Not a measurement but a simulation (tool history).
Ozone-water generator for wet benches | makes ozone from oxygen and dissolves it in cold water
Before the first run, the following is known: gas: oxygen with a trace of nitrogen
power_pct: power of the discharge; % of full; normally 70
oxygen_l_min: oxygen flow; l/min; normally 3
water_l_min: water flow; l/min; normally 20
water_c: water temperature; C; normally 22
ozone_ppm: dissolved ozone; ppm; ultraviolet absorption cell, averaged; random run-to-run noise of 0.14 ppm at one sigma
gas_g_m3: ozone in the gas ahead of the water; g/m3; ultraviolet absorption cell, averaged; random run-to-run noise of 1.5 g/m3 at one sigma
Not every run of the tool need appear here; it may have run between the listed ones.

| run | hour | power_pct | oxygen_l_min | water_l_min | water_c | ozone_ppm | gas_g_m3 |
|---|---|---|---|---|---|---|---|
| 1 | 0 | 70 | 3 | 20 | 22 | 14.2 | 259.8 |
| 2 | 23.6 | 45 | 3 | 20 | 22 | 10.7 | 196.3 |
| 3 | 58.3 | 70 | 3 | 23 | 22 | 12.3 | 260.9 |
| 4 | 95.9 | 70 | 3 | 23 | 22 | 12.1 | 259.7 |
| 5 | 124.2 | 70 | 3 | 23 | 22 | 12 | 260.5 |
| 6 | 172.4 | 70 | 3 | 23 | 22 | 12 | 259.6 |
| 7 | 220.6 | 70 | 3 | 23 | 22 | 11.9 | 260.6 |
|  | 224.5 | water thermometer calibrated |
| 8 | 255 | 70 | 3 | 19 | 22 | 14.9 | 258.9 |
| 9 | 281.3 | 70 | 3 | 19 | 22 | 14.7 | 259.5 |
| 10 | 332.5 | 70 | 3 | 19 | 22 | 14.9 | 257.7 |
| 11 | 368.6 | 70 | 3 | 19 | 22 | 15 | 259.4 |
|  | 415.3 | water thermometer calibrated, once more |
| 12 | 415.3 | 70 | 3 | 28 | 22 | 9.6 | 256.8 |
| 13 | 442.4 | 70 | 3 | 23 | 19 | 12.6 | 257.8 |
| 14 | 482.5 | 70 | 3 | 21 | 22 | 13.2 | 257.7 |
| 15 | 528.3 | 55 | 3 | 20 | 28 | 11.1 | 223.5 |
| 16 | 572.7 | 55 | 2.18 | 25 | 17 | 8.7 | 258.6 |
| 17 | 598 | 50 | 3.21 | 25 | 17 | 9.4 | 202.9 |
| 18 | 633.4 | 50 | 3.21 | 25 | 17 | 9.3 | 200.8 |
| 19 | 657.3 | 67 | 3.21 | 28 | 19 | 9.6 | 241.4 |
| 20 | 698.4 | 79 | 3.46 | 20 | 25 | 15.1 | 257.5 |
| 21 | 727 | 79 | 3.46 | 20 | 25 | 14.8 | 257.4 |

Below are 4 alternative next runs, each starting from the tool's condition after run 21. Predict each:
| A | 773.9 | 70 | 3 | 20 | 22 | ? | ? |
| B | 773.9 | 79 | 3.65 | 20 | 25 | ? | ? |
| C | 773.9 | 70 | 3.98 | 14 | 16 | ? | ? |
| D | 773.9 | 79 | 4.36 | 23 | 25 | ? | ? |

| run | ozone_ppm | gas_g_m3 |
|---|---|---|
| A | 13.8 | 258 |
| B | 14.7 | 250.1 |
| C | 22.5 | 222.1 |
| D | 12.7 | 228.4 |
The same runs, with their run-to-run variation unchanged, on a tool lacking any hidden condition would have given:
| run | ozone_ppm | gas_g_m3 |
|---|---|---|
| A | 15.4 | 275.4 |
| B | 16.5 | 268.3 |
| C | 24.8 | 237 |
| D | 14.2 | 245 |
